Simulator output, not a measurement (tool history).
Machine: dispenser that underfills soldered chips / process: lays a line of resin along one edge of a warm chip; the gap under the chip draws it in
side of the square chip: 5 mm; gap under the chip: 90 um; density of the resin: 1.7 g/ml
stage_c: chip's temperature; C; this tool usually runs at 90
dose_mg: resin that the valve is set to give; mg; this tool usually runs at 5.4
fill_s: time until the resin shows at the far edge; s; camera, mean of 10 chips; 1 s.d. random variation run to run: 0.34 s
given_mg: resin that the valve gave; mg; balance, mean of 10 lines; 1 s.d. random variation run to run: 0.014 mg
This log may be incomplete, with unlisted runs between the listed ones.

Run 1, hour 0: usual settings. Result: fill_s 16.7 s, given_mg 5.27 mg.
Run 2, hour 4.2: usual settings. Result: fill_s 21.1 s, given_mg 5.28 mg.
Run 3, hour 8.9: usual settings. Result: fill_s 27.2 s, given_mg 5.29 mg.
Run 4, hour 13.8: usual settings but dose_mg 5.96 mg. Result: fill_s 18.2 s, given_mg 5.81 mg.
Run 5, hour 16.9: usual settings but stage_c 92 C. Result: fill_s 20.2 s, given_mg 5.25 mg.
Run 6, hour 22.6: usual settings but stage_c 92 C. Result: fill_s 27.5 s, given_mg 5.23 mg.
Run 7, hour 28.9: usual settings but stage_c 92 C. Result: fill_s 19.6 s, given_mg 5.22 mg.
Run 8, hour 33.8: usual settings but stage_c 92 C. Result: fill_s 24.7 s, given_mg 5.23 mg.
Run 9, hour 40.2: usual settings but dose_mg 6.87 mg. Result: fill_s 18.3 s, given_mg 6.61 mg.
Run 10, hour 44.1: usual settings but dose_mg 6.87 mg. Result: fill_s 23.7 s, given_mg 6.61 mg.
Run 11, hour 50.1: usual settings but dose_mg 6.87 mg. Result: fill_s 16.6 s, given_mg 6.62 mg.
Run 12, hour 55.3: usual settings but dose_mg 6.87 mg. Result: fill_s 21.8 s, given_mg 6.6 mg.
Run 13, hour 59.9: usual settings but stage_c 88 C, dose_mg 6.87 mg. Result: fill_s 31 s, given_mg 6.59 mg.
Run 14, hour 64.2: usual settings but stage_c 88 C, dose_mg 6.87 mg. Result: fill_s 19.8 s, given_mg 6.58 mg.
Run 15, hour 67.8: usual settings but stage_c 88 C, dose_mg 6.87 mg. Result: fill_s 24 s, given_mg 6.55 mg.
Run 16, hour 71.4: usual settings but stage_c 85 C. Result: fill_s 35.1 s, given_mg 5.14 mg.
Run 17, hour 74.4: usual settings. Result: fill_s 16.4 s, given_mg 5.16 mg.
Run 18, hour 79.9: usual settings. Result: fill_s 22.6 s, given_mg 5.14 mg.
Run 19, hour 83.5: usual settings but stage_c 79 C, dose_mg 5.83 mg. Result: fill_s 44.3 s, given_mg 5.54 mg.
Run 20, hour 87.9: usual settings but stage_c 94 C, dose_mg 5.67 mg. Result: fill_s 14.4 s, given_mg 5.37 mg.
Run 21, hour 92.5: usual settings but stage_c 94 C, dose_mg 5.67 mg. Result: fill_s 18.9 s, given_mg 5.36 mg.
Run 22, hour 98.8: usual settings but dose_mg 5.86 mg. Result: fill_s 16 s, given_mg 5.56 mg.
Run 23, hour 101.8: usual settings but dose_mg 5.86 mg. Result: fill_s 18.7 s, given_mg 5.51 mg.
Run 24, hour 105.8: usual settings but stage_c 84 C, dose_mg 7 mg. Result: fill_s 31.1 s, given_mg 6.6 mg.
Run 25, hour 112.1: usual settings but stage_c 84 C, dose_mg 7 mg. Result: fill_s 21.9 s, given_mg 6.57 mg.
Run 26, hour 115.1: usual settings but stage_c 84 C, dose_mg 7 mg. Result: fill_s 26.5 s, given_mg 6.59 mg.
Run 27, hour 119: usual settings but dose_mg 5.49 mg. Result: fill_s 25.6 s, given_mg 5.14 mg.
Run 28, hour 125.3: usual settings but stage_c 101 C, dose_mg 5.32 mg. Result: fill_s 10.9 s, given_mg 5.32 mg.
Run 29, hour 131.2: usual settings but stage_c 101 C, dose_mg 5.32 mg. Result: fill_s 15.6 s, given_mg 5.32 mg.
Run 30, hour 134.3: usual settings but stage_c 101 C, dose_mg 5.32 mg. Result: fill_s 18.8 s, given_mg 5.33 mg.
Run 31, hour 137.6: usual settings but stage_c 88 C, dose_mg 5.48 mg. Result: fill_s 18.8 s, given_mg 5.48 mg.
Run 32, hour 141.9: usual settings but stage_c 88 C, dose_mg 5.48 mg. Result: fill_s 23.9 s, given_mg 5.45 mg.
Run 33, hour 146.3: usual settings but dose_mg 6.54 mg. Result: fill_s 27.7 s, given_mg 6.48 mg.
Run 34, hour 153: usual settings but dose_mg 6.54 mg. Result: fill_s 20.7 s, given_mg 6.47 mg.
Run 35, hour 157: usual settings but stage_c 96 C, dose_mg 5.07 mg. Result: fill_s 19.8 s, given_mg 5.03 mg.
Run 36, hour 161.2: usual settings but dose_mg 6.23 mg. Result: fill_s 16.5 s, given_mg 6.18 mg.

Missing from the log above: 14 entries noted between runs. For each, name the pair of listed runs it sits between and say how the tool's hidden condition differs from the listed run just before to the listed run just after:
Between runs 3 and 4: new syringe of resin (hour 11.6)
  resin's viscosity, % of fresh resin's: 173.4 -> 116.1; dose that the valve gives, % of what is set: 97.57 -> 97.42; true chip temperature over the reading, C: -0.42 -> -0.44
  measured minus no-state result, fill_s: +11.9 -> +2.8 s; given_mg: -0.13 -> -0.15 mg
Between runs 6 and 7: new syringe of resin (hour 24.1)
  resin's viscosity, % of fresh resin's: 191 -> 133.1; dose that the valve gives, % of what is set: 97.11 -> 96.91; true chip temperature over the reading, C: -0.47 -> -0.49
  measured minus no-state result, fill_s: +13.5 -> +5.3 s; given_mg: -0.16 -> -0.17 mg
Between runs 8 and 9: new syringe of resin (hour 36.5)
  resin's viscosity, % of fresh resin's: 175.4 -> 123.5; dose that the valve gives, % of what is set: 96.75 -> 96.53; true chip temperature over the reading, C: -0.51 -> -0.53
  measured minus no-state result, fill_s: +11.1 -> +3.9 s; given_mg: -0.18 -> -0.24 mg
Between runs 10 and 11: new syringe of resin (hour 48.8)
  resin's viscosity, % of fresh resin's: 153.7 -> 107.3; dose that the valve gives, % of what is set: 96.4 -> 96.2; true chip temperature over the reading, C: -0.54 -> -0.56
  measured minus no-state result, fill_s: +8.6 -> +1.5 s; given_mg: -0.24 -> -0.26 mg
Between runs 13 and 14: new syringe of resin (hour 61.2)
  resin's viscosity, % of fresh resin's: 186.6 -> 120.3; dose that the valve gives, % of what is set: 95.86 -> 95.71; true chip temperature over the reading, C: -0.6 -> -0.61
  measured minus no-state result, fill_s: +14.8 -> +3.8 s; given_mg: -0.29 -> -0.3 mg
Between runs 16 and 17: new syringe of resin (hour 73.3)
  resin's viscosity, % of fresh resin's: 180.3 -> 104.5; dose that the valve gives, % of what is set: 95.46 -> 95.36; true chip temperature over the reading, C: -0.63 -> -0.64
  measured minus no-state result, fill_s: +16.4 -> +1.3 s; given_mg: -0.25 -> -0.25 mg
Between runs 19 and 20: new syringe of resin (hour 85.6)
  resin's viscosity, % of fresh resin's: 174.6 -> 113; dose that the valve gives, % of what is set: 95.05 -> 94.92; true chip temperature over the reading, C: -0.68 -> -0.69
  measured minus no-state result, fill_s: +20 -> +2.2 s; given_mg: -0.29 -> -0.29 mg
Between runs 21 and 22: new syringe of resin (hour 98.1)
  resin's viscosity, % of fresh resin's: 146.7 -> 105.2; dose that the valve gives, % of what is set: 94.75 -> 94.55; true chip temperature over the reading, C: -0.7 -> -0.72
  measured minus no-state result, fill_s: +6.7 -> +1.4 s; given_mg: -0.3 -> -0.32 mg
Between runs 24 and 25: new syringe of resin (hour 110.4)
  resin's viscosity, % of fresh resin's: 156.1 -> 111.1; dose that the valve gives, % of what is set: 94.3 -> 94.09; true chip temperature over the reading, C: -0.75 -> -0.77
  measured minus no-state result, fill_s: +11.8 -> +2.9 s; given_mg: -0.39 -> -0.41 mg
Between runs 27 and 28: dispensing valve cleaned and set on the balance (hour 121.1); new syringe of resin (hour 123.5)
  resin's viscosity, % of fresh resin's: 163.9 -> 110.9; dose that the valve gives, % of what is set: 93.86 -> 100.1; true chip temperature over the reading, C: -0.79 -> -0.81
  measured minus no-state result, fill_s: +10.8 -> +1.4 s; given_mg: -0.33 -> +0.01 mg
Between runs 30 and 31: new syringe of resin (hour 135.7)
  resin's viscosity, % of fresh resin's: 184.4 -> 110.2; dose that the valve gives, % of what is set: 99.79 -> 99.7; true chip temperature over the reading, C: -0.84 -> -0.85
  measured minus no-state result, fill_s: +8.9 -> +2.4 s; given_mg: -0.01 -> -0.02 mg
Between runs 33 and 34: new syringe of resin (hour 148.3)
  resin's viscosity, % of fresh resin's: 179.7 -> 129.5; dose that the valve gives, % of what is set: 99.4 -> 99.19; true chip temperature over the reading, C: -0.88 -> -0.91
  measured minus no-state result, fill_s: +12.9 -> +5.2 s; given_mg: -0.04 -> -0.06 mg
Between runs 35 and 36: new syringe of resin (hour 160.7)
  resin's viscosity, % of fresh resin's: 162.6 -> 102.8; dose that the valve gives, % of what is set: 99.05 -> 98.92; true chip temperature over the reading, C: -0.92 -> -0.93
  measured minus no-state result, fill_s: +8.3 -> +1.1 s; given_mg: -0.04 -> -0.07 mg

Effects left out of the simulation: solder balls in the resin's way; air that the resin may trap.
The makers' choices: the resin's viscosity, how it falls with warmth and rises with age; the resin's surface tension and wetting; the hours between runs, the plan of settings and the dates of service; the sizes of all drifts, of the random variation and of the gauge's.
